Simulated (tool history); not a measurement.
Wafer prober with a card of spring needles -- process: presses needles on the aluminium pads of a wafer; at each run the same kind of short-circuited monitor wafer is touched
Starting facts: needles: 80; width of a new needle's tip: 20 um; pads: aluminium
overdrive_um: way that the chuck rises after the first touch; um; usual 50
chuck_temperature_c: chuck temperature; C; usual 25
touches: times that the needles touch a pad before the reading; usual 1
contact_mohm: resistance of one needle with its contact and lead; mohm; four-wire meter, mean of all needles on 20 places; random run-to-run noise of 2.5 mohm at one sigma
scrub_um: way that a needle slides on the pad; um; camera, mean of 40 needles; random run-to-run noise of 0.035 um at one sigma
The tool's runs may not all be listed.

{"run": 1, "hour": 0.0, "overdrive_um": 50, "chuck_temperature_c": 25, "touches": 1, "contact_mohm": 473, "scrub_um": 8.37}
{"hour": 1.7, "done": "tips cleaned on abrasive film"}
{"hour": 9.8, "done": "tips cleaned on abrasive film"}
{"hour": 16.9, "done": "tips cleaned on abrasive film"}
{"run": 2, "hour": 16.9, "overdrive_um": 50, "chuck_temperature_c": 25, "touches": 1, "contact_mohm": 305, "scrub_um": 8.28}
{"hour": 25.1, "done": "tips cleaned on abrasive film"}
{"hour": 33.3, "done": "tips cleaned on abrasive film"}
{"run": 3, "hour": 35.7, "overdrive_um": 50, "chuck_temperature_c": 25, "touches": 1, "contact_mohm": 392, "scrub_um": 8.26}
{"hour": 40.7, "done": "tips cleaned on abrasive film"}
{"hour": 47.3, "done": "tips cleaned on abrasive film"}
{"hour": 55.5, "done": "tips cleaned on abrasive film"}
{"hour": 62.8, "done": "tips cleaned on abrasive film"}
{"run": 4, "hour": 62.8, "overdrive_um": 50, "chuck_temperature_c": 25, "touches": 1, "contact_mohm": 308, "scrub_um": 8.2}
{"hour": 70.9, "done": "tips cleaned on abrasive film"}
{"hour": 79.2, "done": "tips cleaned on abrasive film"}
{"hour": 87.1, "done": "tips cleaned on abrasive film"}
{"run": 5, "hour": 93.2, "overdrive_um": 50, "chuck_temperature_c": 49, "touches": 1, "contact_mohm": 494, "scrub_um": 8.13}
{"hour": 94.9, "done": "tips cleaned on abrasive film"}
{"hour": 101.5, "done": "tips cleaned on abrasive film"}
{"hour": 108.1, "done": "tips cleaned on abrasive film"}
{"hour": 116.3, "done": "tips cleaned on abrasive film"}
{"hour": 124.5, "done": "tips cleaned on abrasive film"}
{"run": 6, "hour": 128.7, "overdrive_um": 50, "chuck_temperature_c": 25, "touches": 2, "contact_mohm": 390, "scrub_um": 7.94}
{"hour": 132.0, "done": "tips cleaned on abrasive film"}
{"hour": 140.2, "done": "tips cleaned on abrasive film"}
{"hour": 148.4, "done": "tips cleaned on abrasive film"}
{"hour": 156.6, "done": "tips cleaned on abrasive film"}
{"hour": 163.9, "done": "tips cleaned on abrasive film"}
{"run": 7, "hour": 163.9, "overdrive_um": 50, "chuck_temperature_c": 25, "touches": 2, "contact_mohm": 313, "scrub_um": 7.89}
{"hour": 172.1, "done": "tips cleaned on abrasive film"}
{"hour": 180.3, "done": "tips cleaned on abrasive film"}
{"hour": 186.9, "done": "tips cleaned on abrasive film"}
{"hour": 195.0, "done": "tips cleaned on abrasive film"}
{"run": 8, "hour": 195.0, "overdrive_um": 50, "chuck_temperature_c": 25, "touches": 1, "contact_mohm": 317, "scrub_um": 7.81}
{"hour": 203.1, "done": "tips cleaned on abrasive film"}
{"hour": 206.5, "done": "height of the first contact set anew"}
{"hour": 211.5, "done": "tips cleaned on abrasive film"}
{"run": 9, "hour": 217.6, "overdrive_um": 50, "chuck_temperature_c": 25, "touches": 1, "contact_mohm": 533, "scrub_um": 7.28}
{"hour": 219.3, "done": "tips cleaned on abrasive film"}
{"hour": 227.5, "done": "tips cleaned on abrasive film"}
{"hour": 235.7, "done": "tips cleaned on abrasive film"}
{"hour": 242.3, "done": "tips cleaned on abrasive film"}
{"run": 10, "hour": 243.2, "overdrive_um": 50, "chuck_temperature_c": 25, "touches": 1, "contact_mohm": 366, "scrub_um": 7.12}
{"hour": 249.8, "done": "tips cleaned on abrasive film"}
{"hour": 258.0, "done": "tips cleaned on abrasive film"}
{"hour": 266.3, "done": "tips cleaned on abrasive film"}
{"hour": 273.7, "done": "tips cleaned on abrasive film"}
{"run": 11, "hour": 273.7, "overdrive_um": 31, "chuck_temperature_c": 25, "touches": 1, "contact_mohm": 401, "scrub_um": 3.84}
{"hour": 281.8, "done": "tips cleaned on abrasive film"}
{"hour": 288.4, "done": "tips cleaned on abrasive film"}
{"hour": 296.5, "done": "tips cleaned on abrasive film"}
{"run": 12, "hour": 301.8, "overdrive_um": 31, "chuck_temperature_c": 25, "touches": 1, "contact_mohm": 1160, "scrub_um": 3.81}
{"hour": 303.5, "done": "tips cleaned on abrasive film"}
{"hour": 311.6, "done": "tips cleaned on abrasive film"}
{"hour": 319.8, "done": "tips cleaned on abrasive film"}
{"hour": 328.0, "done": "tips cleaned on abrasive film"}
{"hour": 330.0, "done": "height of the first contact set anew, once more"}
{"hour": 336.6, "done": "tips cleaned on abrasive film"}
{"run": 13, "hour": 337.5, "overdrive_um": 31, "chuck_temperature_c": 25, "touches": 1, "contact_mohm": 426, "scrub_um": 5.29}
{"hour": 344.1, "done": "tips cleaned on abrasive film"}
{"hour": 352.3, "done": "tips cleaned on abrasive film"}
{"run": 14, "hour": 358.7, "overdrive_um": 50, "chuck_temperature_c": 25, "touches": 1, "contact_mohm": 486, "scrub_um": 8.61}
{"hour": 360.4, "done": "tips cleaned on abrasive film"}
{"hour": 368.6, "done": "tips cleaned on abrasive film"}
{"hour": 376.4, "done": "tips cleaned on abrasive film"}
{"run": 15, "hour": 376.4, "overdrive_um": 49, "chuck_temperature_c": 49, "touches": 2, "contact_mohm": 320, "scrub_um": 8.25}
{"hour": 384.7, "done": "tips cleaned on abrasive film"}
{"hour": 392.7, "done": "tips cleaned on abrasive film"}
{"hour": 400.8, "done": "tips cleaned on abrasive film"}
{"hour": 407.4, "done": "tips cleaned on abrasive film"}
{"run": 16, "hour": 411.3, "overdrive_um": 40, "chuck_temperature_c": 25, "touches": 2, "contact_mohm": 436, "scrub_um": 6.73}
{"hour": 414.6, "done": "tips cleaned on abrasive film"}
{"hour": 422.9, "done": "tips cleaned on abrasive film"}
{"hour": 431.1, "done": "tips cleaned on abrasive film"}
{"hour": 437.7, "done": "tips cleaned on abrasive film"}
{"run": 17, "hour": 439.5, "overdrive_um": 40, "chuck_temperature_c": 34, "touches": 2, "contact_mohm": 377, "scrub_um": 6.6}
{"hour": 444.5, "done": "tips cleaned on abrasive film"}
{"hour": 452.7, "done": "tips cleaned on abrasive film"}
{"hour": 459.3, "done": "tips cleaned on abrasive film"}
{"hour": 467.5, "done": "tips cleaned on abrasive film"}
{"hour": 474.1, "done": "tips cleaned on abrasive film"}
{"run": 18, "hour": 475.0, "overdrive_um": 40, "chuck_temperature_c": 34, "touches": 2, "contact_mohm": 373, "scrub_um": 6.54}
{"hour": 481.5, "done": "tips cleaned on abrasive film"}
{"hour": 489.7, "done": "tips cleaned on abrasive film"}
{"run": 19, "hour": 495.8, "overdrive_um": 37, "chuck_temperature_c": 25, "touches": 1, "contact_mohm": 772, "scrub_um": 6.0}
{"hour": 497.5, "done": "tips cleaned on abrasive film"}
{"hour": 505.7, "done": "tips cleaned on abrasive film"}
{"hour": 512.3, "done": "tips cleaned on abrasive film"}
{"hour": 520.6, "done": "tips cleaned on abrasive film"}
{"hour": 528.7, "done": "tips cleaned on abrasive film"}
{"run": 20, "hour": 529.5, "overdrive_um": 46, "chuck_temperature_c": 70, "touches": 1, "contact_mohm": 399, "scrub_um": 7.44}
{"hour": 536.1, "done": "tips cleaned on abrasive film"}
{"hour": 542.7, "done": "tips cleaned on abrasive film"}
{"hour": 550.3, "done": "tips cleaned on abrasive film"}
{"run": 21, "hour": 550.3, "overdrive_um": 45, "chuck_temperature_c": 83, "touches": 1, "contact_mohm": 350, "scrub_um": 7.15}
{"hour": 558.4, "done": "tips cleaned on abrasive film"}
{"hour": 565.1, "done": "tips cleaned on abrasive film"}
{"hour": 573.1, "done": "tips cleaned on abrasive film"}
{"hour": 579.7, "done": "tips cleaned on abrasive film"}
{"run": 22, "hour": 580.4, "overdrive_um": 40, "chuck_temperature_c": 25, "touches": 2, "contact_mohm": 368, "scrub_um": 6.24}
{"hour": 587.0, "done": "tips cleaned on abrasive film"}
{"hour": 595.2, "done": "tips cleaned on abrasive film"}
{"hour": 603.4, "done": "tips cleaned on abrasive film"}
{"run": 23, "hour": 603.9, "overdrive_um": 50, "chuck_temperature_c": 46, "touches": 1, "contact_mohm": 358, "scrub_um": 7.91}
{"hour": 610.5, "done": "tips cleaned on abrasive film"}
{"hour": 618.7, "done": "tips cleaned on abrasive film"}
{"hour": 626.9, "done": "tips cleaned on abrasive film"}
{"hour": 635.1, "done": "tips cleaned on abrasive film"}
{"run": 24, "hour": 639.9, "overdrive_um": 70, "chuck_temperature_c": 26, "touches": 1, "contact_mohm": 389, "scrub_um": 11.22}
{"hour": 643.2, "done": "tips cleaned on abrasive film"}
{"hour": 649.9, "done": "height of the first contact set anew"}
{"hour": 651.6, "done": "tips cleaned on abrasive film"}
{"hour": 659.8, "done": "tips cleaned on abrasive film"}
{"run": 25, "hour": 663.0, "overdrive_um": 39, "chuck_temperature_c": 26, "touches": 1, "contact_mohm": 520, "scrub_um": 6.62}
{"hour": 667.9, "done": "tips cleaned on abrasive film"}
{"hour": 675.8, "done": "tips cleaned on abrasive film"}
{"hour": 684.1, "done": "tips cleaned on abrasive film"}
{"run": 26, "hour": 684.9, "overdrive_um": 41, "chuck_temperature_c": 26, "touches": 1, "contact_mohm": 399, "scrub_um": 6.89}
{"hour": 691.4, "done": "tips cleaned on abrasive film"}
{"hour": 699.7, "done": "tips cleaned on abrasive film"}
{"run": 27, "hour": 703.9, "overdrive_um": 50, "chuck_temperature_c": 25, "touches": 2, "contact_mohm": 400, "scrub_um": 8.43}

What if the next run were any one of these 3? Each begins from the tool's condition after run 27:
{"hour": 707.3, "done": "tips cleaned on abrasive film"}
{"hour": 715.5, "done": "tips cleaned on abrasive film"}
{"hour": 723.7, "done": "tips cleaned on abrasive film"}
{"run": "A", "hour": 727.1, "overdrive_um": 39, "chuck_temperature_c": 74, "touches": 2, "contact_mohm": "?", "scrub_um": "?"}
{"hour": 707.3, "done": "tips cleaned on abrasive film"}
{"hour": 715.5, "done": "tips cleaned on abrasive film"}
{"hour": 723.7, "done": "tips cleaned on abrasive film"}
{"run": "B", "hour": 727.1, "overdrive_um": 50, "chuck_temperature_c": 55, "touches": 1, "contact_mohm": "?", "scrub_um": "?"}
{"hour": 707.3, "done": "tips cleaned on abrasive film"}
{"hour": 715.5, "done": "tips cleaned on abrasive film"}
{"hour": 723.7, "done": "tips cleaned on abrasive film"}
{"run": "C", "hour": 727.1, "overdrive_um": 31, "chuck_temperature_c": 25, "touches": 1, "contact_mohm": "?", "scrub_um": "?"}

run=A contact_mohm=491 scrub_um=6.49
run=B contact_mohm=456 scrub_um=8.43
run=C contact_mohm=739 scrub_um=5.13
Take away the tool's hidden state, keep each run's random variation, and the runs would have read:
run=A contact_mohm=319 scrub_um=6.69
run=B contact_mohm=290 scrub_um=8.63
run=C contact_mohm=305 scrub_um=5.33
